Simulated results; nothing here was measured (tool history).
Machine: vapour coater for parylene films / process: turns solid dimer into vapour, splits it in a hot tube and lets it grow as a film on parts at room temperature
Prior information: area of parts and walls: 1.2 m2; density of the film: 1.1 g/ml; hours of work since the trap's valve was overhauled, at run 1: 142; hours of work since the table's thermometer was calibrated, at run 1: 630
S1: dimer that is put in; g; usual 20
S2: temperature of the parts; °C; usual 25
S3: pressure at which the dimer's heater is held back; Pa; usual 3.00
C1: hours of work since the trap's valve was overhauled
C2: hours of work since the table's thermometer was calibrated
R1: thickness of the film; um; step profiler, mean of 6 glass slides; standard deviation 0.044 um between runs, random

run	day	S1	S2	S3	C1	C2	R1
1	0.000	20	25	3.00	142	630	10.21
2	0.754	31	25	3.00	156	643	15.79
3	1.608	31	25	3.00	171	659	15.81
4	2.100	31	25	3.00	180	668	15.67
5	2.788	31	25	3.00	193	680	15.94
6	3.338	31	25	3.00	203	691	16.03
7	3.871	20	25	7.77	212	700	8.27
8	4.629	10	24	3.00	226	714	5.35
9	5.288	10	24	3.00	238	726	5.35
10	6.288	20	19	3.00	256	744	12.98
11	6.912	19	21	9.82	268	756	8.72
12	7.954	12	21	3.22	287	775	7.12
13	8.446	12	21	3.22	296	784	7.07

Difference, measured minus no-hidden-state, one row per run. Run-to-run variation is common to both terms; the gauge's own scatter need not be:
The tool's hidden condition here consists of: vapour lost through the trap's worn valve, %; true temperature of the parts over the reading, C; drift of the gauge itself on film_um, %.
run	R1
1	-0.01
2	+0.02
3	+0.05
4	+0.06
5	+0.09
6	+0.10
7	+0.06
8	+0.05
9	+0.06
10	+0.16
11	+0.11
12	+0.11
13	+0.12
